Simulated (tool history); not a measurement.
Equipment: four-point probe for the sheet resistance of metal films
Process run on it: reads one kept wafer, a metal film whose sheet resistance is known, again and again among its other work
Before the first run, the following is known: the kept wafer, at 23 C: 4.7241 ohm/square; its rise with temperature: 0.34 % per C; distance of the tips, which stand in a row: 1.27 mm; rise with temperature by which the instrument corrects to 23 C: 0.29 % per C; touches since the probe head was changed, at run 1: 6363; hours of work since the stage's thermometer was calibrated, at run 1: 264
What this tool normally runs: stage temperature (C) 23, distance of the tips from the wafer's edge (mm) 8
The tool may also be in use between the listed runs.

run   hour  stage temperature (C)  distance of the tips from the wafer's edge (mm)  touches since the probe head was changed  hours of work since the stage's thermometer was calibrated  sheet resistance as the instrument gives it (ohm/square)
  1      0                     23                                                8                                      6363                                                         264                                                  4.789524
  2   24.4                     23                                                8                                      6800                                                         276                                                  4.789345
  3   57.9                     26                                                8                                      7401                                                         292                                                  4.797566
  4   73.2                     26                                                8                                      7674                                                         300                                                  4.798155
  5   92.7                     26                                                8                                      8023                                                         309                                                  4.797315
  6  119.3                     26                                                8                                      8500                                                         322                                                  4.797248
  7  147.1                     26                                                8                                      8998                                                         336                                                  4.797193
  8  165.8                     26                                                8                                      9334                                                         345                                                  4.796817
  9  187.2                     26                                                8                                      9717                                                         356                                                  4.796494
 10  204.3                     23                                                8                                     10024                                                         364                                                  4.788406
 11  235.5                     34                                                8                                     10583                                                         380                                                  4.815666
 12  256.5                     34                                                8                                     10959                                                         390                                                  4.815376
 13  278.7                     23                                                8                                     11357                                                         401                                                  4.787007
 14  295.4                     24                                                8                                     11656                                                         409                                                  4.789193
 15  319.8                     24                                                8                                     12093                                                         421                                                  4.791344
 16    336                     24                                                8                                     12383                                                         429                                                  4.790223
 17  353.9                     24                                                8                                     12705                                                         438                                                   4.79025
 18  371.4                     24                                                8                                     13017                                                         446                                                  4.787811
 19  393.3                     25                                               24                                     13410                                                         457                                                  4.735195
 20    414                     25                                               24                                     13782                                                         467                                                  4.734252
 21  445.7                     18                                                8                                     14350                                                         483                                                   4.77321
 22  478.6                     32                                               27                                     14939                                                         499                                                  4.748979
 23  499.4                     24                                               12                                     15311                                                         509                                                  4.753276
 24  530.8                     33                                                5                                     15875                                                         525                                                  4.905691
 25    557                     33                                                5                                     16344                                                         538                                                  4.905255
 26  589.5                     23                                                7                                     16927                                                         554                                                  4.803445
 27  613.2                     30                                                7                                     17351                                                         565                                                  4.818735
 28  641.5                     30                                                7                                     17858                                                         579                                                  4.820331
 29  666.8                     27                                               23                                     18311                                                         592                                                  4.737016
 30  690.6                     34                                               30                                     18738                                                         603                                                   4.75088

Each row is a separate what-if for the run after 30, all from the same tool condition, not one after another. Results?
  A  713.5                     26                                               64                                     19149                                                         615                                                         ?
  B  713.5                     19                                                9                                     19149                                                         615                                                         ?
  C  713.5                     25                                                6                                     19149                                                         615                                                         ?
  D  713.5                     29                                                6                                     19149                                                         615                                                         ?
  E  713.5                     29                                                8                                     19149                                                         615                                                         ?

run  sheet resistance as the instrument gives it (ohm/square)
  A                                                  4.727794
  B                                                   4.75962
  C                                                  4.836746
  D                                                  4.847072
  E                                                  4.798384
The same runs, with their run-to-run variation unchanged, on a tool lacking any hidden condition would have given:
run  sheet resistance as the instrument gives it (ohm/square)
  A                                                  4.731958
  B                                                  4.763856
  C                                                  4.841008
  D                                                  4.851317
  E                                                  4.802589
